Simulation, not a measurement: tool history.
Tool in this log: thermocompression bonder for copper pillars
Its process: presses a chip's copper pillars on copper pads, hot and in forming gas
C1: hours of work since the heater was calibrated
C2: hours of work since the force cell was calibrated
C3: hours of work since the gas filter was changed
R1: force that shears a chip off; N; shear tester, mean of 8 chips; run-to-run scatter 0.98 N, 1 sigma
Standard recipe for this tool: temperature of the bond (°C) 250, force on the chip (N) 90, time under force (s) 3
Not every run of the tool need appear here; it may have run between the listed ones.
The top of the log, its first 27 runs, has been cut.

Run 28, hour 336.2: usual settings but force on the chip (N) 120; C1 1143; C2 310; C3 102. Result: R1 97.9 N.
Run 29, hour 343.2: usual settings but temperature of the bond (°C) 253; C1 1147; C2 313; C3 106. Result: R1 86.6 N.
Run 30, hour 359.3: usual settings but temperature of the bond (°C) 272, time under force (s) 7; C1 1155; C2 322; C3 115. Result: R1 126.9 N.
Run 31, hour 372.2: usual settings but temperature of the bond (°C) 272, time under force (s) 7; C1 1163; C2 329; C3 122. Result: R1 125.7 N.
Run 32, hour 379.2: usual settings but temperature of the bond (°C) 243, force on the chip (N) 131, time under force (s) 6; C1 1166; C2 333; C3 126. Result: R1 114.6 N.
Run 33, hour 392.0: usual settings but temperature of the bond (°C) 230, force on the chip (N) 117, time under force (s) 2; C1 1174; C2 340; C3 133. Result: R1 68.0 N.
At hour 397.4: heater calibrated with a thermocouple chip.
At hour 402.5: forming gas filter changed.
Run 34, hour 410.7: usual settings but temperature of the bond (°C) 221, force on the chip (N) 64, time under force (s) 7; C1 7; C2 349; C3 4. Result: R1 66.3 N.
Run 35, hour 425.6: usual settings but temperature of the bond (°C) 241, force on the chip (N) 80; C1 15; C2 358; C3 13. Result: R1 70.9 N.
Run 36, hour 438.8: usual settings but force on the chip (N) 95, time under force (s) 7; C1 23; C2 365; C3 20. Result: R1 112.2 N.

Each row is a separate what-if for the run after 36, all from the same tool condition, not one after another. Results?
Run A, hour 448.4: usual settings but temperature of the bond (°C) 221, force on the chip (N) 95; C1 28; C2 370; C3 25. Result: R1 ?.
Run B, hour 448.4: usual settings but temperature of the bond (°C) 232, force on the chip (N) 95, time under force (s) 7; C1 28; C2 370; C3 25. Result: R1 ?.
Run C, hour 448.4: usual settings but temperature of the bond (°C) 263, force on the chip (N) 95, time under force (s) 2; C1 28; C2 370; C3 25. Result: R1 ?.
Run D, hour 448.4: usual settings but temperature of the bond (°C) 253, force on the chip (N) 72, time under force (s) 7; C1 28; C2 370; C3 25. Result: R1 ?.
Run E, hour 448.4: usual settings but temperature of the bond (°C) 266, force on the chip (N) 64, time under force (s) 2; C1 28; C2 370; C3 25. Result: R1 ?.

run    R1
  A  62.5
  B  94.0
  C  87.9
  D  99.6
  E  70.1
Without the tool's hidden state the same runs would have given:
run    R1
  A  62.6
  B  94.1
  C  88.0
  D  99.7
  E  70.2
